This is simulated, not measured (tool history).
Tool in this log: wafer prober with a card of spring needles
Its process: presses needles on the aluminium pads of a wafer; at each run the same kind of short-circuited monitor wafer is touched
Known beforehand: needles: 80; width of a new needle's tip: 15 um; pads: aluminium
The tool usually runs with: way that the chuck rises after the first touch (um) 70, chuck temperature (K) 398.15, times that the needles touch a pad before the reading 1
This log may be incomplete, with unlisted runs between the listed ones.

run,hour,way that the chuck rises after the first touch (um),chuck temperature (K),times that the needles touch a pad before the reading,resistance of one needle with its contact and lead (mohm),way that a needle slides on the pad (um)
1,0,70,398.15,1,206,16.97
# hour 8.1: tips cleaned on abrasive film
# hour 16.2: tips cleaned on abrasive film
# hour 26.3: tips cleaned on abrasive film
# hour 34.4: tips cleaned on abrasive film
# hour 44.5: tips cleaned on abrasive film
2,47.4,70,398.15,1,214,16.87
# hour 53.5: tips cleaned on abrasive film
# hour 61.6: tips cleaned on abrasive film
# hour 69.7: tips cleaned on abrasive film
# hour 79.8: tips cleaned on abrasive film
# hour 87.9: tips cleaned on abrasive film
# hour 96: tips cleaned on abrasive film
3,97.7,80,398.15,1,204,19.12
# hour 105.8: tips cleaned on abrasive film
# hour 113.9: tips cleaned on abrasive film
# hour 124: tips cleaned on abrasive film
# hour 134.1: tips cleaned on abrasive film
# hour 144.2: tips cleaned on abrasive film
4,147.9,80,398.15,1,209,19.1
# hour 154: tips cleaned on abrasive film
# hour 164.1: tips cleaned on abrasive film
# hour 174.2: tips cleaned on abrasive film
# hour 184.3: tips cleaned on abrasive film
5,185.5,80,398.15,1,212,18.81
# hour 193.6: tips cleaned on abrasive film
# hour 203.7: tips cleaned on abrasive film
# hour 211.8: tips cleaned on abrasive film
6,212.1,70,398.15,1,206,16.33
# hour 220.2: tips cleaned on abrasive film
# hour 228.3: tips cleaned on abrasive film
# hour 238.4: tips cleaned on abrasive film
# hour 246.5: tips cleaned on abrasive film
7,249.4,70,398.15,1,217,16.19
# hour 255.5: tips cleaned on abrasive film
# hour 263.6: tips cleaned on abrasive film
# hour 273.7: tips cleaned on abrasive film
8,279.6,70,309.15,1,215,16.06
# hour 281.9: height of the first contact set anew
# hour 284: tips cleaned on abrasive film
# hour 292.1: tips cleaned on abrasive film
# hour 302.2: tips cleaned on abrasive film
# hour 312.3: tips cleaned on abrasive film
# hour 322.4: tips cleaned on abrasive film
# hour 332.4: tips cleaned on abrasive film
9,332.4,70,398.15,3,204,17.68
# hour 342.5: tips cleaned on abrasive film
# hour 350.6: tips cleaned on abrasive film
10,355.9,70,398.15,3,209,17.39
# hour 360: tips cleaned on abrasive film
# hour 370.1: tips cleaned on abrasive film
# hour 380.2: tips cleaned on abrasive film
# hour 388.3: tips cleaned on abrasive film
11,393.7,57,398.15,1,241,13.89
# hour 397.8: tips cleaned on abrasive film
# hour 407.9: tips cleaned on abrasive film
# hour 416: tips cleaned on abrasive film
# hour 426.1: tips cleaned on abrasive film
# hour 436.1: tips cleaned on abrasive film
12,436.1,78,398.15,1,205,19.14
# hour 446.2: tips cleaned on abrasive film
# hour 456.3: tips cleaned on abrasive film
13,463.4,70,299.15,1,215,17.2
# hour 465.5: tips cleaned on abrasive film
# hour 473.6: tips cleaned on abrasive film
# hour 483.7: tips cleaned on abrasive film
14,487.6,70,322.15,1,208,17.12
# hour 493.7: tips cleaned on abrasive film
# hour 503.8: tips cleaned on abrasive film
# hour 513.6: tips cleaned on abrasive film
15,513.6,70,322.15,1,190,16.84
# hour 521.7: tips cleaned on abrasive film
# hour 529.8: tips cleaned on abrasive film
# hour 539.9: tips cleaned on abrasive film
# hour 550: tips cleaned on abrasive film
# hour 560.1: tips cleaned on abrasive film
16,562,79,339.15,1,200,19.34
# hour 570.1: tips cleaned on abrasive film
# hour 580.2: tips cleaned on abrasive film
17,585.1,58,299.15,1,234,13.83
# hour 589.2: tips cleaned on abrasive film
# hour 599.3: tips cleaned on abrasive film
# hour 609.4: tips cleaned on abrasive film
18,610.1,58,299.15,1,199,13.61
# hour 618.2: tips cleaned on abrasive film
# hour 628.3: tips cleaned on abrasive film
# hour 636.4: tips cleaned on abrasive film
# hour 646.5: tips cleaned on abrasive film
# hour 654.5: tips cleaned on abrasive film
19,656.6,58,299.15,1,209,13.39
# hour 662.7: tips cleaned on abrasive film
# hour 672.8: tips cleaned on abrasive film
# hour 682.9: tips cleaned on abrasive film
20,685.6,56,299.15,3,197,12.85
# hour 691.7: tips cleaned on abrasive film
# hour 701.7: tips cleaned on abrasive film
# hour 709.8: tips cleaned on abrasive film
# hour 717.9: tips cleaned on abrasive film
# hour 728: tips cleaned on abrasive film
# hour 738.1: tips cleaned on abrasive film
21,738.8,51,364.15,3,210,11.39
# hour 746.9: tips cleaned on abrasive film
# hour 757: tips cleaned on abrasive film
# hour 767.1: tips cleaned on abrasive film
# hour 775.2: tips cleaned on abrasive film
22,777.8,70,364.15,1,220,16.21
# hour 783.9: tips cleaned on abrasive film
# hour 794: tips cleaned on abrasive film
# hour 804.1: tips cleaned on abrasive film
# hour 814.2: tips cleaned on abrasive film
# hour 822.3: tips cleaned on abrasive film
# hour 822.6: height of the first contact set anew
23,829.7,53,352.15,1,265,13.36
# hour 831.8: tips cleaned on abrasive film
# hour 839.9: tips cleaned on abrasive film
# hour 850: tips cleaned on abrasive film
24,854.3,53,352.15,1,248,13.07
# hour 858.3: tips cleaned on abrasive film
# hour 866.4: tips cleaned on abrasive film
# hour 876.5: tips cleaned on abrasive film
# hour 886.6: tips cleaned on abrasive film
25,889.1,65,336.15,2,201,16.15
# hour 895.2: tips cleaned on abrasive film
# hour 905.3: tips cleaned on abrasive film
# hour 913.4: tips cleaned on abrasive film
26,921.1,58,368.15,1,256,14.39

Alternative continuations, all from the tool just after run 26; predict every row:
# hour 923.2: tips cleaned on abrasive film
# hour 931.3: tips cleaned on abrasive film
# hour 941.4: tips cleaned on abrasive film
# hour 949.5: tips cleaned on abrasive film
# hour 959.6: tips cleaned on abrasive film
A,964.9,89,368.15,1,?,?
# hour 923.2: tips cleaned on abrasive film
# hour 931.3: tips cleaned on abrasive film
# hour 941.4: tips cleaned on abrasive film
# hour 949.5: tips cleaned on abrasive film
# hour 959.6: tips cleaned on abrasive film
B,964.9,53,398.15,1,?,?
# hour 923.2: tips cleaned on abrasive film
# hour 931.3: tips cleaned on abrasive film
# hour 941.4: tips cleaned on abrasive film
# hour 949.5: tips cleaned on abrasive film
# hour 959.6: tips cleaned on abrasive film
C,964.9,68,329.15,1,?,?

run,resistance of one needle with its contact and lead (mohm),way that a needle slides on the pad (um)
A,208,22.2
B,260,12.91
C,223,16.71
Without the tool's hidden state the same runs would have given:
run,resistance of one needle with its contact and lead (mohm),way that a needle slides on the pad (um)
A,185,22.62
B,204,13.32
C,184,17.12
